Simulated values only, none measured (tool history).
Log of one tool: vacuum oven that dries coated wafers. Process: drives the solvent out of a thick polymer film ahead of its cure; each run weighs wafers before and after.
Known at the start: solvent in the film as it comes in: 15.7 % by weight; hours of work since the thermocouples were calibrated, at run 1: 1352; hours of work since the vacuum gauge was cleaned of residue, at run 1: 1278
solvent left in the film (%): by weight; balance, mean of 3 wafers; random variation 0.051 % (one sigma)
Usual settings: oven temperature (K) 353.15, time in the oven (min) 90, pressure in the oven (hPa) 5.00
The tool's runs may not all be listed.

run    hour  oven temperature (K)  time in the oven (min)  pressure in the oven (hPa)  hours of work since the thermocouples were calibrated  hours of work since the vacuum gauge was cleaned of residue  solvent left in the film (%)
  1     0.0                353.15                      90                        5.00                                                   1352                                                         1278                          1.23
  2    84.6                353.15                      90                        5.00                                                   1388                                                         1314                          1.31
  3   187.8                353.15                      90                        5.00                                                   1432                                                         1358                          1.34
  4   256.7                353.15                      90                        5.00                                                   1461                                                         1387                          1.45
  5   321.7                353.15                      90                        5.00                                                   1489                                                         1415                          1.38
  6   391.7                353.15                      90                        5.00                                                   1519                                                         1445                          1.25
  7   443.4                353.15                      90                        5.00                                                   1541                                                         1467                          1.37
      461.1  -- oven's thermocouples calibrated
  8   505.4                353.15                      90                        5.00                                                     19                                                         1492                          1.15
  9   564.7                353.15                      90                        6.26                                                     44                                                         1517                          1.30
 10   623.6                353.15                      90                        5.00                                                     69                                                         1542                          1.14
 11   687.9                353.15                      90                        8.82                                                     96                                                         1570                          1.38
 12   764.6                359.15                      90                        8.82                                                    129                                                         1602                          0.89
      826.4  -- vacuum gauge cleaned of residue and calibrated
 13   881.5                353.15                      90                        5.00                                                    178                                                           23                          0.84
 14   978.3                353.15                      90                        3.36                                                    219                                                           65                          0.83
 15  1089.6                363.15                      45                        6.88                                                    266                                                          112                          1.01
 16  1162.7                350.15                      45                        6.88                                                    298                                                          143                          3.76
 17  1261.4                350.15                      45                        6.88                                                    339                                                          185                          3.75
 18  1333.8                350.15                      90                        5.00                                                    370                                                          216                          1.22
 19  1391.7                339.15                     127                       14.86                                                    395                                                          240                          3.49
 20  1492.9                353.15                     158                       13.61                                                    438                                                          283                          0.99
 21  1565.7                349.15                      90                        4.75                                                    469                                                          314                          1.47
 22  1663.8                349.15                      90                        4.75                                                    510                                                          356                          1.48
 23  1749.3                349.15                      90                        4.75                                                    547                                                          392                          1.57
 24  1798.7                357.15                      57                        6.06                                                    568                                                          413                          1.48

The next listed run, before its measurement:
 25  1885.0                357.15                     102                        5.17                                                    604                                                          450                             ?

solvent left in the film (%): 0.49
Without the tool's hidden state the same run would have given solvent left in the film (%) 0.36.

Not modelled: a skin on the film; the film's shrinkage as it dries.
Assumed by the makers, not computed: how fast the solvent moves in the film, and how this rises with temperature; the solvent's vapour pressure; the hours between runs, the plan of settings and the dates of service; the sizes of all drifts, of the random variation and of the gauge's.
